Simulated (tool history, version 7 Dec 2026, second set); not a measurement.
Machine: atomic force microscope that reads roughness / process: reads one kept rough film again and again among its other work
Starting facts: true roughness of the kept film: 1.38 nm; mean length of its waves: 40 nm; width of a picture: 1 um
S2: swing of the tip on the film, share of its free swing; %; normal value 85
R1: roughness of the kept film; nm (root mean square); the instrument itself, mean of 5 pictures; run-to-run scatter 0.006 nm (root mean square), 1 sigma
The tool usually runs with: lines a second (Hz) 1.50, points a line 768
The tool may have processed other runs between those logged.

run 1 day=0.000 | lines_a_second_(Hz)=1.50 S2=85 points_a_line=768 | R1=1.193
run 2 day=0.367 | lines_a_second_(Hz)=1.50 S2=77 points_a_line=768 | R1=1.232
run 3 day=0.638 | lines_a_second_(Hz)=1.50 S2=85 points_a_line=768 | R1=1.188
run 4 day=0.954 | lines_a_second_(Hz)=1.50 S2=85 points_a_line=768 | R1=1.181
run 5 day=1.250 | lines_a_second_(Hz)=1.50 S2=85 points_a_line=768 | R1=1.183
run 6 day=1.546 | lines_a_second_(Hz)=1.50 S2=85 points_a_line=425 | R1=1.165
run 7 day=2.000 | lines_a_second_(Hz)=1.50 S2=85 points_a_line=425 | R1=1.172
run 8 day=2.217 | lines_a_second_(Hz)=1.50 S2=85 points_a_line=281 | R1=1.171
run 9 day=2.633 | lines_a_second_(Hz)=1.50 S2=85 points_a_line=768 | R1=1.171
run 10 day=3.142 | lines_a_second_(Hz)=1.50 S2=85 points_a_line=638 | R1=1.163
run 11 day=3.483 | lines_a_second_(Hz)=1.50 S2=85 points_a_line=638 | R1=1.170
run 12 day=3.767 | lines_a_second_(Hz)=1.50 S2=85 points_a_line=638 | R1=1.162
run 13 day=4.146 | lines_a_second_(Hz)=1.50 S2=85 points_a_line=339 | R1=1.156
run 14 day=4.529 | lines_a_second_(Hz)=1.50 S2=85 points_a_line=339 | R1=1.135
run 15 day=4.767 | lines_a_second_(Hz)=1.50 S2=85 points_a_line=339 | R1=1.141
run 16 day=5.050 | lines_a_second_(Hz)=1.50 S2=85 points_a_line=768 | R1=1.146
run 17 day=5.533 | lines_a_second_(Hz)=1.50 S2=85 points_a_line=768 | R1=1.135
run 18 day=5.938 | lines_a_second_(Hz)=1.50 S2=85 points_a_line=258 | R1=1.133
run 19 day=6.204 | lines_a_second_(Hz)=1.50 S2=85 points_a_line=631 | R1=1.120
run 20 day=6.554 | lines_a_second_(Hz)=0.67 S2=85 points_a_line=631 | R1=1.196
run 21 day=7.071 | lines_a_second_(Hz)=1.50 S2=73 points_a_line=768 | R1=1.190
-- day=7.292 new tip fitted
run 22 day=7.412 | lines_a_second_(Hz)=0.75 S2=85 points_a_line=768 | R1=1.263
run 23 day=7.817 | lines_a_second_(Hz)=1.50 S2=85 points_a_line=768 | R1=1.193
run 24 day=8.150 | lines_a_second_(Hz)=1.50 S2=85 points_a_line=768 | R1=1.200
run 25 day=8.596 | lines_a_second_(Hz)=0.93 S2=85 points_a_line=768 | R1=1.242
run 26 day=9.067 | lines_a_second_(Hz)=1.50 S2=78 points_a_line=459 | R1=1.232
run 27 day=9.546 | lines_a_second_(Hz)=1.50 S2=59 points_a_line=459 | R1=1.292
run 28 day=10.054 | lines_a_second_(Hz)=1.50 S2=59 points_a_line=459 | R1=1.277

Forecast run 29:
run 29 day=10.400 | lines_a_second_(Hz)=3.87 S2=76 points_a_line=586 | R1=?

R1: 1.100 nm (root mean square)
Without the tool's hidden state the same run would have given R1 1.129 nm (root mean square).
